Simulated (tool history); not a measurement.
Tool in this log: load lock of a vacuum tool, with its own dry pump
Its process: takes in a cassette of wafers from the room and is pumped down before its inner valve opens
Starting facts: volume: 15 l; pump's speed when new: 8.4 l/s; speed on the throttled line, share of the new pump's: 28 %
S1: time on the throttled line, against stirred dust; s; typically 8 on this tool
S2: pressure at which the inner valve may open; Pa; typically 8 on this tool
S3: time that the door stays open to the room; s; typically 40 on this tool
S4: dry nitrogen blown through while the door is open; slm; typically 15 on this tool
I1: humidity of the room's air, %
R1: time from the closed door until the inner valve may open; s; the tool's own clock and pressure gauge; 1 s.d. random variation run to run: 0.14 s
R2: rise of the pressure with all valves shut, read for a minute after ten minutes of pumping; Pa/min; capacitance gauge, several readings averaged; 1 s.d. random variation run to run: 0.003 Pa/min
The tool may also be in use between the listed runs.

Run 1, hour 0.0: usual settings; I1 46.2. Result: R1 25.3 s, R2 0.293 Pa/min.
Run 2, hour 138.3: usual settings but S4 19 slm; I1 46.0. Result: R1 25.2 s, R2 0.298 Pa/min.
Run 3, hour 377.9: usual settings; I1 44.0. Result: R1 25.1 s, R2 0.313 Pa/min.
Run 4, hour 518.2: usual settings; I1 49.4. Result: R1 25.4 s, R2 0.329 Pa/min.
Run 5, hour 675.4: usual settings; I1 42.4. Result: R1 25.1 s, R2 0.324 Pa/min.
At hour 810.3: dry pump taken out, an overhauled one fitted.
Run 6, hour 815.2: usual settings but S4 35 slm; I1 43.6. Result: R1 22.8 s, R2 0.330 Pa/min.
Run 7, hour 965.5: usual settings but S3 183 s; I1 45.7. Result: R1 22.7 s, R2 0.386 Pa/min.
Run 8, hour 1197.0: usual settings but S3 183 s; I1 46.7. Result: R1 22.9 s, R2 0.415 Pa/min.
Run 9, hour 1441.2: usual settings but S3 178 s; I1 44.9. Result: R1 23.1 s, R2 0.415 Pa/min.
Run 10, hour 1638.8: usual settings but S3 178 s; I1 46.8. Result: R1 23.0 s, R2 0.437 Pa/min.
Run 11, hour 1845.3: usual settings but S2 7 Pa; I1 46.6. Result: R1 23.4 s, R2 0.422 Pa/min.
Run 12, hour 2066.1: usual settings but S2 7 Pa, S4 23 slm; I1 47.7. Result: R1 23.6 s, R2 0.433 Pa/min.
Run 13, hour 2341.2: usual settings but S2 7 Pa, S4 23 slm; I1 46.1. Result: R1 23.1 s, R2 0.437 Pa/min.
Run 14, hour 2621.8: usual settings but S2 7 Pa, S4 23 slm; I1 45.2. Result: R1 23.4 s, R2 0.464 Pa/min.
Run 15, hour 2839.1: usual settings but S4 16 slm; I1 49.5. Result: R1 23.3 s, R2 0.490 Pa/min.
Run 16, hour 3113.7: usual settings but S4 16 slm; I1 43.5. Result: R1 23.2 s, R2 0.513 Pa/min.
Run 17, hour 3259.0: usual settings but S4 16 slm; I1 45.4. Result: R1 23.5 s, R2 0.520 Pa/min.
Run 18, hour 3515.5: usual settings but S3 186 s; I1 44.2. Result: R1 23.4 s, R2 0.593 Pa/min.
Run 19, hour 3737.9: usual settings but S3 186 s; I1 46.9. Result: R1 23.5 s, R2 0.603 Pa/min.
Run 20, hour 3952.6: usual settings but S3 186 s; I1 46.6. Result: R1 23.8 s, R2 0.642 Pa/min.
Run 21, hour 4123.5: usual settings but S1 5 s, S2 7 Pa, S3 186 s; I1 46.1. Result: R1 21.7 s, R2 0.650 Pa/min.
Run 22, hour 4342.6: usual settings but S1 5 s, S2 7 Pa, S3 138 s, S4 40 slm; I1 45.2. Result: R1 22.0 s, R2 0.625 Pa/min.
Run 23, hour 4579.9: usual settings but S1 5 s, S2 7 Pa, S3 138 s, S4 17 slm; I1 46.0. Result: R1 22.0 s, R2 0.680 Pa/min.
Run 24, hour 4713.3: usual settings but S1 5 s, S2 7 Pa, S3 138 s, S4 17 slm; I1 42.4. Result: R1 22.0 s, R2 0.691 Pa/min.
At hour 4749.5: door's seal changed, seat wiped.
Run 25, hour 4901.4: usual settings but S1 5 s, S2 7 Pa, S3 138 s, S4 17 slm; I1 49.2. Result: R1 21.9 s, R2 0.070 Pa/min.
Run 26, hour 5100.4: usual settings but S1 5 s, S2 7 Pa, S3 138 s, S4 17 slm; I1 43.2. Result: R1 22.0 s, R2 0.065 Pa/min.
Run 27, hour 5249.0: usual settings but S1 5 s, S2 7 Pa, S3 77 s, S4 16 slm; I1 47.5. Result: R1 22.1 s, R2 0.061 Pa/min.
Run 28, hour 5370.6: usual settings but S2 6 Pa, S3 63 s; I1 48.6. Result: R1 24.6 s, R2 0.060 Pa/min.
Run 29, hour 5651.8: usual settings but S2 6 Pa, S3 63 s; I1 46.8. Result: R1 24.5 s, R2 0.065 Pa/min.
Run 30, hour 5938.8: usual settings but S1 7 s, S2 9 Pa, S3 63 s, S4 6 slm; I1 46.7. Result: R1 23.2 s, R2 0.086 Pa/min.
Run 31, hour 6064.6: usual settings but S1 7 s, S2 9 Pa, S3 63 s, S4 6 slm; I1 43.4. Result: R1 23.1 s, R2 0.088 Pa/min.
Run 32, hour 6320.5: usual settings but S1 5 s, S2 15 Pa, S3 122 s, S4 5 slm; I1 47.0. Result: R1 21.0 s, R2 0.125 Pa/min.
Run 33, hour 6555.0: usual settings but S1 7 s, S2 16 Pa, S4 42 slm; I1 42.4. Result: R1 22.0 s, R2 0.065 Pa/min.
Run 34, hour 6730.9: usual settings but S1 7 s, S2 16 Pa, S4 42 slm; I1 44.6. Result: R1 22.3 s, R2 0.073 Pa/min.
Run 35, hour 6911.9: usual settings but S1 7 s, S2 16 Pa, S4 42 slm; I1 45.0. Result: R1 22.1 s, R2 0.076 Pa/min.
Run 36, hour 7091.2: usual settings but S1 7 s, S2 12 Pa, S3 82 s, S4 7 slm; I1 44.8. Result: R1 23.2 s, R2 0.131 Pa/min.
Run 37, hour 7309.6: usual settings but S1 7 s, S2 12 Pa, S3 82 s, S4 7 slm; I1 39.2. Result: R1 22.8 s, R2 0.118 Pa/min.

How would selected steps in R1 from run to run divide? Give the signed amount a tool lacking its hidden state would still show from settings, what came in and random variation, and the signed amount left for the hidden state, including any gauge scatter that is not in both of the compared results.
Hidden state present: pump's speed, % of a new pump's; leak at the door's seal, Pa l/s; drift of the gauge itself on ready_s, %; drift of the gauge itself on rise_pa_min, %.
Run 2 -> 3: S4 19 -> 15. R1 -0.1 s: hidden state +0.1, all else -0.2.
Run 5 -> 6: S4 15 -> 35, dry pump taken out, an overhauled one fitted. R1 -2.3 s: hidden state -2.6, all else +0.3.
Run 20 -> 21: S1 8 -> 5, S2 8 -> 7. R1 -2.1 s: hidden state +0.2, all else -2.3.
Run 27 -> 28: S1 5 -> 8, S2 7 -> 6, S3 77 -> 63, S4 16 -> 15. R1 +2.5 s: hidden state +0.0, all else +2.5.
